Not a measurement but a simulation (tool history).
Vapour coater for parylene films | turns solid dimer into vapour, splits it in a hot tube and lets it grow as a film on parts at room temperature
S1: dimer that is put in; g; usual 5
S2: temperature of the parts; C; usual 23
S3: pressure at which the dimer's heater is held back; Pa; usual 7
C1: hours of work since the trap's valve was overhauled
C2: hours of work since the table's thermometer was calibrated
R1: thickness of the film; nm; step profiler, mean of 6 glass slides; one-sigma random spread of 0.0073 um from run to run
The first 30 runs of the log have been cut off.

run 31 day=30.108 | S1=4 S2=25 S3=11.94 | C1=556 C2=864 | R1=782
run 32 day=30.971 | S1=4 S2=29 S3=2.18 | C1=566 C2=874 | R1=719
run 33 day=32.446 | S1=7 S2=30 S3=5.56 | C1=584 C2=892 | R1=1136
-- day=32.696 trap's valve overhauled
run 34 day=33.408 | S1=4 S2=21 S3=7 | C1=9 C2=902 | R1=893
run 35 day=34.15 | S1=7 S2=28 S3=2.99 | C1=18 C2=911 | R1=1203
run 36 day=35.471 | S1=7 S2=28 S3=2.99 | C1=34 C2=927 | R1=1202
run 37 day=36.988 | S1=7 S2=28 S3=2.99 | C1=52 C2=946 | R1=1197
-- day=37.85 trap's valve overhauled, once more
run 38 day=38.633 | S1=2 S2=33 S3=6.65 | C1=10 C2=964 | R1=305
run 39 day=40.162 | S1=5 S2=35 S3=9.35 | C1=28 C2=982 | R1=693
run 40 day=41.517 | S1=5 S2=35 S3=9.35 | C1=45 C2=999 | R1=685
run 41 day=42.992 | S1=5 S2=17 S3=7 | C1=63 C2=1017 | R1=1531
run 42 day=43.725 | S1=9 S2=33 S3=6.58 | C1=72 C2=1026 | R1=1391
run 43 day=45.071 | S1=7 S2=19 S3=5.56 | C1=88 C2=1042 | R1=1981
run 44 day=45.95 | S1=6 S2=23 S3=7.4 | C1=99 C2=1053 | R1=1396
run 45 day=47.412 | S1=3 S2=20 S3=7.4 | C1=116 C2=1071 | R1=804
run 46 day=48.55 | S1=5 S2=25 S3=2.71 | C1=130 C2=1084 | R1=1127
run 47 day=49.8 | S1=4 S2=17 S3=2.54 | C1=145 C2=1100 | R1=1294

4 ways to go on from here, each from the tool as it stands after run 47. What would each give?
run A day=50.512 | S1=3 S2=31 S3=7 | C1=154 C2=1108 | R1=?
run B day=50.512 | S1=5 S2=34 S3=8.15 | C1=154 C2=1108 | R1=?
run C day=50.512 | S1=2 S2=17 S3=2.54 | C1=154 C2=1108 | R1=?
run D day=50.512 | S1=3 S2=18 S3=5.96 | C1=154 C2=1108 | R1=?

run=A R1=487
run=B R1=723
run=C R1=637
run=D R1=879
The same runs, with their run-to-run variation unchanged, on a tool lacking any hidden condition would have given:
run=A R1=517
run=B R1=766
run=C R1=677
run=D R1=932
